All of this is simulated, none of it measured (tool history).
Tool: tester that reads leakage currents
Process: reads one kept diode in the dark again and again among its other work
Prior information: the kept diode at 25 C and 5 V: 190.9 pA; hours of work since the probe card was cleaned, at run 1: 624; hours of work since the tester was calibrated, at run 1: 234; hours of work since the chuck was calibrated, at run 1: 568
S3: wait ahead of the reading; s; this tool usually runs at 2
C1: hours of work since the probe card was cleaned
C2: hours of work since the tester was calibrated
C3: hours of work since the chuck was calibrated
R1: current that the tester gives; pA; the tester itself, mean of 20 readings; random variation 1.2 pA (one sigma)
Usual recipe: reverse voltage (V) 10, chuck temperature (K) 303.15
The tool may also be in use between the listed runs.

run 1 day=0 | reverse_voltage_(V)=10 chuck_temperature_(K)=303.15 S3=2 | C1=624 C2=234 C3=568 | R1=422.81
run 2 day=1.558 | reverse_voltage_(V)=10 chuck_temperature_(K)=303.15 S3=2 | C1=646 C2=256 C3=590 | R1=423.07
run 3 day=2.912 | reverse_voltage_(V)=10 chuck_temperature_(K)=303.15 S3=2 | C1=665 C2=275 C3=609 | R1=425.2
run 4 day=5.854 | reverse_voltage_(V)=10 chuck_temperature_(K)=303.15 S3=2 | C1=706 C2=317 C3=651 | R1=425.65
run 5 day=8.612 | reverse_voltage_(V)=10 chuck_temperature_(K)=303.15 S3=2 | C1=745 C2=355 C3=690 | R1=423.02
run 6 day=10.883 | reverse_voltage_(V)=10 chuck_temperature_(K)=303.15 S3=2 | C1=777 C2=387 C3=722 | R1=427.8
run 7 day=13.308 | reverse_voltage_(V)=10 chuck_temperature_(K)=301.15 S3=2 | C1=811 C2=422 C3=756 | R1=366.53
run 8 day=15 | reverse_voltage_(V)=10 chuck_temperature_(K)=301.15 S3=2 | C1=835 C2=445 C3=780 | R1=366.66
run 9 day=17.142 | reverse_voltage_(V)=10 chuck_temperature_(K)=303.15 S3=2 | C1=865 C2=476 C3=810 | R1=425.74
run 10 day=18.379 | reverse_voltage_(V)=10 chuck_temperature_(K)=303.15 S3=2 | C1=883 C2=493 C3=827 | R1=427.92
run 11 day=21.046 | reverse_voltage_(V)=10 chuck_temperature_(K)=303.15 S3=2 | C1=920 C2=531 C3=865 | R1=428.23
run 12 day=22.388 | reverse_voltage_(V)=4.8 chuck_temperature_(K)=301.15 S3=2 | C1=939 C2=550 C3=884 | R1=249.8
run 13 day=25.346 | reverse_voltage_(V)=5.8 chuck_temperature_(K)=311.15 S3=0.35 | C1=981 C2=591 C3=925 | R1=590.66
run 14 day=26.738 | reverse_voltage_(V)=5.8 chuck_temperature_(K)=311.15 S3=0.35 | C1=1001 C2=611 C3=945 | R1=587.43
run 15 day=28.621 | reverse_voltage_(V)=5.8 chuck_temperature_(K)=311.15 S3=0.35 | C1=1027 C2=637 C3=972 | R1=590.08
run 16 day=31.325 | reverse_voltage_(V)=18.9 chuck_temperature_(K)=296.15 S3=3.1 | C1=1065 C2=675 C3=1010 | R1=363.42
run 17 day=33.608 | reverse_voltage_(V)=7.4 chuck_temperature_(K)=294.15 S3=3.1 | C1=1097 C2=708 C3=1042 | R1=184.46
run 18 day=35.238 | reverse_voltage_(V)=7.4 chuck_temperature_(K)=294.15 S3=3.1 | C1=1120 C2=731 C3=1065 | R1=184.05
run 19 day=37.842 | reverse_voltage_(V)=7.4 chuck_temperature_(K)=294.15 S3=3.1 | C1=1157 C2=767 C3=1101 | R1=184.26

Forecast each of these 3 alternatives for the next run:
run A day=39.496 | reverse_voltage_(V)=7.4 chuck_temperature_(K)=298.15 S3=8.63 | C1=1180 C2=791 C3=1125 | R1=?
run B day=39.496 | reverse_voltage_(V)=2.4 chuck_temperature_(K)=314.15 S3=0.62 | C1=1180 C2=791 C3=1125 | R1=?
run C day=39.496 | reverse_voltage_(V)=12.1 chuck_temperature_(K)=325.15 S3=2 | C1=1180 C2=791 C3=1125 | R1=?

run=A R1=249.3
run=B R1=457.02
run=C R1=2311.19
With no hidden state in the tool, these same runs would have given:
run=A R1=232.98
run=B R1=446.38
run=C R1=2260.69
